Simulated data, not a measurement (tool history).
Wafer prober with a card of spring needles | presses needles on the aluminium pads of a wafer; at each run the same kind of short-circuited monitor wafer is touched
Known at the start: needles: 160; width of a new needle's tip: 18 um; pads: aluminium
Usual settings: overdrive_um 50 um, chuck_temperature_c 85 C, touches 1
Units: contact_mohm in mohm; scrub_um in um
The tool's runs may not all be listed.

run,hour,overdrive_um,chuck_temperature_c,touches,contact_mohm,scrub_um
1,0,50,85,1,249,6.61
# hour 0.8: tips cleaned on abrasive film
2,4.2,50,85,1,297,6.3
# hour 6.3: tips cleaned on abrasive film
3,9.3,50,85,1,244,6.19
# hour 11.4: tips cleaned on abrasive film
4,14.9,50,85,1,246,6.25
# hour 16.4: tips cleaned on abrasive film
# hour 21.9: tips cleaned on abrasive film
5,23.8,50,85,1,235,6.22
# hour 27.2: tips cleaned on abrasive film
6,27.8,50,85,1,219,6.07
# hour 32.6: tips cleaned on abrasive film
7,36.5,50,85,2,234,6.09
# hour 38.2: tips cleaned on abrasive film
8,41.9,50,85,2,232,6.27
# hour 43.3: tips cleaned on abrasive film
# hour 45.3: tips cleaned on abrasive film, once more
9,47.9,50,85,2,227,6.04
# hour 50.9: tips cleaned on abrasive film
10,53.4,50,85,2,225,6.16
# hour 55.9: tips cleaned on abrasive film
11,58.4,43,85,1,264,5.31
# hour 61.4: tips cleaned on abrasive film
12,64,43,85,1,266,5.28
# hour 67: tips cleaned on abrasive film
# hour 72: tips cleaned on abrasive film
13,73.6,43,85,3,223,5
# hour 77: tips cleaned on abrasive film
14,80.3,43,85,3,234,5.29
# hour 82.1: tips cleaned on abrasive film
# hour 87.3: tips cleaned on abrasive film
15,89.3,43,85,3,223,5.07
# hour 92.7: tips cleaned on abrasive film
16,93.2,43,85,2,223,5.03
# hour 98: tips cleaned on abrasive film
17,98.8,43,85,2,226,5.26
# hour 103: tips cleaned on abrasive film
18,103.7,43,85,2,227,5.28
# hour 108.5: tips cleaned on abrasive film
19,112.6,52,90,1,262,6.41
# hour 113.8: tips cleaned on abrasive film
# hour 118.9: tips cleaned on abrasive film
20,120.6,60,110,1,228,7.4
# hour 123.8: tips cleaned on abrasive film
21,128,60,110,1,246,7.67
# hour 129.3: tips cleaned on abrasive film
# hour 134.5: tips cleaned on abrasive film
22,135.7,41,37,1,242,4.74
# hour 139.5: tips cleaned on abrasive film
23,141.6,60,44,3,204,7.3
# hour 144.4: tips cleaned on abrasive film
# hour 150: tips cleaned on abrasive film
24,150.7,60,44,3,198,7.45
# hour 155.2: tips cleaned on abrasive film
25,155.2,60,44,3,196,7.26
26,159.6,60,85,1,238,7.45
# hour 160.5: tips cleaned on abrasive film
# hour 166.2: tips cleaned on abrasive film
27,169.1,60,85,1,232,7.32
# hour 171.4: tips cleaned on abrasive film
# hour 176.5: tips cleaned on abrasive film
28,178.5,47,85,1,250,5.61
# hour 182.2: tips cleaned on abrasive film
29,185,30,26,1,362,3.23
# hour 187.6: tips cleaned on abrasive film
# hour 192.7: tips cleaned on abrasive film
30,193.7,42,80,2,233,4.7
# hour 198: tips cleaned on abrasive film
31,202.2,35,39,1,346,3.79
# hour 203.2: tips cleaned on abrasive film
# hour 208.6: tips cleaned on abrasive film
32,209.7,46,77,1,240,5.3

4 ways to go on from here, each from the tool as it stands after run 32. What would each give?
# hour 213.6: tips cleaned on abrasive film
A,217.3,57,115,3,?,?
# hour 213.6: tips cleaned on abrasive film
B,217.3,38,111,2,?,?
# hour 213.6: tips cleaned on abrasive film
C,217.3,53,66,1,?,?
# hour 213.6: tips cleaned on abrasive film
D,217.3,50,47,3,?,?

run,contact_mohm,scrub_um
A,226,6.9
B,285,4.35
C,254,6.26
D,223,5.83
Without the tool's hidden state the same runs would have given:
run,contact_mohm,scrub_um
A,207,8.08
B,215,5.51
C,199,7.43
D,196,7.01
